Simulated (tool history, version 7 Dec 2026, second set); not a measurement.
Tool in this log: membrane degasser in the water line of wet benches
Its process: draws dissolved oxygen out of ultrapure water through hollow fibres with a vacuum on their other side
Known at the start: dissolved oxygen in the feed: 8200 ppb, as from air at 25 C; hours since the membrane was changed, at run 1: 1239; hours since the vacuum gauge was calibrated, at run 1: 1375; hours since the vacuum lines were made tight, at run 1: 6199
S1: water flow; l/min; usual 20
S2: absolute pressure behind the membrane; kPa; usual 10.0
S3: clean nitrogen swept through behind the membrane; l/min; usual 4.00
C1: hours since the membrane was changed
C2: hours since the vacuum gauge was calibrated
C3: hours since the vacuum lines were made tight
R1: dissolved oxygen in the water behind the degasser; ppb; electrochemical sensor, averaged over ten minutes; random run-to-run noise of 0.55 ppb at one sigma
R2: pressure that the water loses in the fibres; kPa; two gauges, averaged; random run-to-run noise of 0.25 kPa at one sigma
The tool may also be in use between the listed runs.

| run | hour | S1 | S2 | S3 | C1 | C2 | C3 | R1 | R2 |
|---|---|---|---|---|---|---|---|---|---|
| 1 | 0.0 | 20 | 10.0 | 4.00 | 1239 | 1375 | 6199 | 102.0 | 67.00 |
| 2 | 22.2 | 20 | 10.0 | 9.83 | 1261 | 1397 | 6221 | 54.3 | 67.50 |
| 3 | 61.6 | 20 | 7.5 | 4.00 | 1301 | 1437 | 6260 | 72.5 | 67.31 |
| 4 | 86.1 | 20 | 7.5 | 4.00 | 1325 | 1461 | 6285 | 71.9 | 67.44 |
| 5 | 122.3 | 20 | 7.5 | 4.00 | 1361 | 1497 | 6321 | 72.4 | 67.35 |
| 6 | 153.4 | 20 | 10.0 | 4.00 | 1393 | 1528 | 6352 | 102.1 | 67.48 |
| 7 | 181.2 | 20 | 10.0 | 1.61 | 1420 | 1556 | 6380 | 213.9 | 67.13 |
| 8 | 205.2 | 20 | 10.0 | 6.35 | 1444 | 1580 | 6404 | 72.7 | 67.26 |
| 9 | 234.3 | 20 | 6.0 | 6.35 | 1473 | 1609 | 6433 | 41.6 | 67.17 |
| 10 | 281.9 | 20 | 6.0 | 6.35 | 1521 | 1657 | 6481 | 42.3 | 67.57 |
| 11 | 331.0 | 20 | 6.0 | 6.35 | 1570 | 1706 | 6530 | 41.9 | 67.14 |
| 12 | 372.0 | 20 | 10.0 | 4.00 | 1611 | 1747 | 6571 | 102.4 | 67.72 |
| 13 | 401.1 | 20 | 10.0 | 4.00 | 1640 | 1776 | 6600 | 101.8 | 67.43 |
| 14 | 438.7 | 20 | 10.0 | 4.00 | 1678 | 1814 | 6638 | 102.2 | 67.55 |
| 15 | 476.5 | 20 | 15.7 | 4.00 | 1716 | 1851 | 6675 | 171.3 | 67.35 |
| 16 | 499.1 | 20 | 15.7 | 4.00 | 1738 | 1874 | 6698 | 170.6 | 67.75 |
| 17 | 524.5 | 28 | 14.0 | 2.12 | 1764 | 1899 | 6723 | 388.6 | 94.46 |
| 18 | 560.9 | 20 | 10.0 | 2.16 | 1800 | 1936 | 6760 | 167.9 | 67.68 |
|  | 563.6 | vacuum gauge calibrated |
| 19 | 595.2 | 30 | 18.2 | 2.16 | 1834 | 32 | 6794 | 537.3 | 101.44 |
| 20 | 642.4 | 30 | 18.2 | 2.16 | 1881 | 79 | 6841 | 548.1 | 101.07 |
|  | 657.4 | vacuum gauge calibrated, once more |
| 21 | 688.3 | 13 | 8.8 | 4.09 | 1926 | 31 | 6886 | 46.9 | 44.04 |
| 22 | 734.6 | 13 | 8.8 | 4.09 | 1973 | 77 | 6932 | 46.1 | 43.69 |
| 23 | 778.4 | 28 | 10.0 | 4.00 | 2016 | 121 | 6976 | 185.0 | 94.02 |
| 24 | 802.6 | 28 | 10.0 | 2.49 | 2041 | 145 | 7000 | 246.0 | 94.51 |
| 25 | 850.6 | 14 | 10.8 | 6.46 | 2089 | 193 | 7048 | 45.0 | 47.39 |
| 26 | 890.8 | 20 | 6.9 | 4.00 | 2129 | 233 | 7089 | 65.2 | 67.41 |
| 27 | 919.1 | 20 | 12.1 | 4.22 | 2157 | 262 | 7117 | 121.6 | 67.20 |
| 28 | 966.1 | 20 | 12.1 | 8.34 | 2204 | 309 | 7164 | 73.5 | 67.68 |

What will run 29 give?
| 29 | 990.1 | 16 | 19.5 | 4.00 | 2228 | 333 | 7188 | ? | ? |

R1: 166.6 ppb
R2: 54.15 kPa
With the hidden condition absent and the run-to-run variation left alone, this run would have shown R1 163.9 ppb, R2 53.59 kPa.
